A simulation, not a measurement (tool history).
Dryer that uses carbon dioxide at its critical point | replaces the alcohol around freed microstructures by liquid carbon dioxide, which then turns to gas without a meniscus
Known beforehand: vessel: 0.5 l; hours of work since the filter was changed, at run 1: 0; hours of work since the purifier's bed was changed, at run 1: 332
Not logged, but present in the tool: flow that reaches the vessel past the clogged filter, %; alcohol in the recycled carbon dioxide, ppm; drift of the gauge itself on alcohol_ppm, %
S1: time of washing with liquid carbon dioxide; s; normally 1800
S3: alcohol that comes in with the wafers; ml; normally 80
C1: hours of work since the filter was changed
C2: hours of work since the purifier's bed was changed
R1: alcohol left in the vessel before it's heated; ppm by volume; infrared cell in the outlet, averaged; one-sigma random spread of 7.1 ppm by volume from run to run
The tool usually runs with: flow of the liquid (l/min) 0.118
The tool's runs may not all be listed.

{"run": 1, "hour": 0.0, "S1": 1800, "flow of the liquid (l/min)": 0.118, "S3": 80, "C1": 0, "C2": 332, "R1": 427}
{"run": 2, "hour": 39.4, "S1": 1800, "flow of the liquid (l/min)": 0.137, "S3": 80, "C1": 17, "C2": 349, "R1": 238}
{"run": 3, "hour": 105.9, "S1": 1800, "flow of the liquid (l/min)": 0.137, "S3": 80, "C1": 45, "C2": 377, "R1": 255}
{"run": 4, "hour": 159.1, "S1": 1800, "flow of the liquid (l/min)": 0.137, "S3": 80, "C1": 68, "C2": 400, "R1": 260}
{"run": 5, "hour": 191.7, "S1": 1800, "flow of the liquid (l/min)": 0.137, "S3": 80, "C1": 82, "C2": 414, "R1": 270}
{"run": 6, "hour": 230.2, "S1": 1800, "flow of the liquid (l/min)": 0.137, "S3": 80, "C1": 98, "C2": 430, "R1": 276}
{"run": 7, "hour": 279.9, "S1": 1800, "flow of the liquid (l/min)": 0.137, "S3": 80, "C1": 119, "C2": 451, "R1": 304}
{"run": 8, "hour": 313.8, "S1": 1800, "flow of the liquid (l/min)": 0.118, "S3": 80, "C1": 134, "C2": 466, "R1": 555}
{"run": 9, "hour": 343.9, "S1": 1800, "flow of the liquid (l/min)": 0.118, "S3": 80, "C1": 147, "C2": 479, "R1": 583}
{"run": 10, "hour": 401.5, "S1": 1800, "flow of the liquid (l/min)": 0.118, "S3": 80, "C1": 171, "C2": 503, "R1": 604}
{"run": 11, "hour": 435.2, "S1": 1800, "flow of the liquid (l/min)": 0.118, "S3": 37, "C1": 186, "C2": 518, "R1": 367}
{"run": 12, "hour": 489.7, "S1": 1800, "flow of the liquid (l/min)": 0.144, "S3": 80, "C1": 209, "C2": 541, "R1": 302}
{"run": 13, "hour": 557.8, "S1": 1800, "flow of the liquid (l/min)": 0.091, "S3": 80, "C1": 238, "C2": 570, "R1": 2105}
{"run": 14, "hour": 612.2, "S1": 1800, "flow of the liquid (l/min)": 0.091, "S3": 80, "C1": 261, "C2": 593, "R1": 2117}
{"run": 15, "hour": 685.3, "S1": 2400, "flow of the liquid (l/min)": 0.091, "S3": 80, "C1": 292, "C2": 624, "R1": 693}
{"run": 16, "hour": 722.0, "S1": 2400, "flow of the liquid (l/min)": 0.076, "S3": 80, "C1": 308, "C2": 640, "R1": 1522}
{"run": 17, "hour": 771.7, "S1": 2400, "flow of the liquid (l/min)": 0.08, "S3": 80, "C1": 329, "C2": 661, "R1": 1268}
{"run": 18, "hour": 815.3, "S1": 1800, "flow of the liquid (l/min)": 0.195, "S3": 80, "C1": 348, "C2": 680, "R1": 241}
{"run": 19, "hour": 866.5, "S1": 1560, "flow of the liquid (l/min)": 0.13, "S3": 80, "C1": 369, "C2": 701, "R1": 987}
{"run": 20, "hour": 919.1, "S1": 1560, "flow of the liquid (l/min)": 0.13, "S3": 80, "C1": 392, "C2": 724, "R1": 991}
{"run": 21, "hour": 984.6, "S1": 2160, "flow of the liquid (l/min)": 0.095, "S3": 36, "C1": 420, "C2": 752, "R1": 583}
{"run": 22, "hour": 1050.3, "S1": 1500, "flow of the liquid (l/min)": 0.118, "S3": 30, "C1": 448, "C2": 780, "R1": 858}
{"run": 23, "hour": 1115.4, "S1": 1500, "flow of the liquid (l/min)": 0.118, "S3": 30, "C1": 475, "C2": 808, "R1": 904}
{"run": 24, "hour": 1173.5, "S1": 1500, "flow of the liquid (l/min)": 0.118, "S3": 30, "C1": 500, "C2": 832, "R1": 917}
{"run": 25, "hour": 1231.6, "S1": 2520, "flow of the liquid (l/min)": 0.118, "S3": 22, "C1": 525, "C2": 857, "R1": 303}
{"hour": 1247.4, "done": "purifier's bed changed"}
{"run": 26, "hour": 1302.4, "S1": 2520, "flow of the liquid (l/min)": 0.118, "S3": 22, "C1": 554, "C2": 23, "R1": 38}
{"run": 27, "hour": 1351.7, "S1": 1140, "flow of the liquid (l/min)": 0.152, "S3": 59, "C1": 575, "C2": 44, "R1": 1531}
{"hour": 1377.6, "done": "inlet filter changed"}
{"run": 28, "hour": 1425.4, "S1": 1080, "flow of the liquid (l/min)": 0.118, "S3": 20, "C1": 20, "C2": 75, "R1": 1078}
{"run": 29, "hour": 1482.3, "S1": 2700, "flow of the liquid (l/min)": 0.118, "S3": 80, "C1": 45, "C2": 100, "R1": 60}

Pick out some run-to-run changes in R1. Of each, how much would a tool without hidden state show as well, from the settings, what came in and chance, and how much is left for the hidden state and any gauge scatter not in both results compared?
Run 12 -> 13: flow of the liquid (l/min) 0.144 -> 0.091. R1 +1803 ppm by volume: hidden state +445, all else +1358.
Run 26 -> 27: S1 2520 -> 1140, flow of the liquid (l/min) 0.118 -> 0.152, S3 22 -> 59. R1 +1493 ppm by volume: hidden state +778, all else +715.
Run 27 -> 28: S1 1140 -> 1080, flow of the liquid (l/min) 0.152 -> 0.118, S3 59 -> 20, inlet filter changed. R1 -453 ppm by volume: hidden state -757, all else +304.
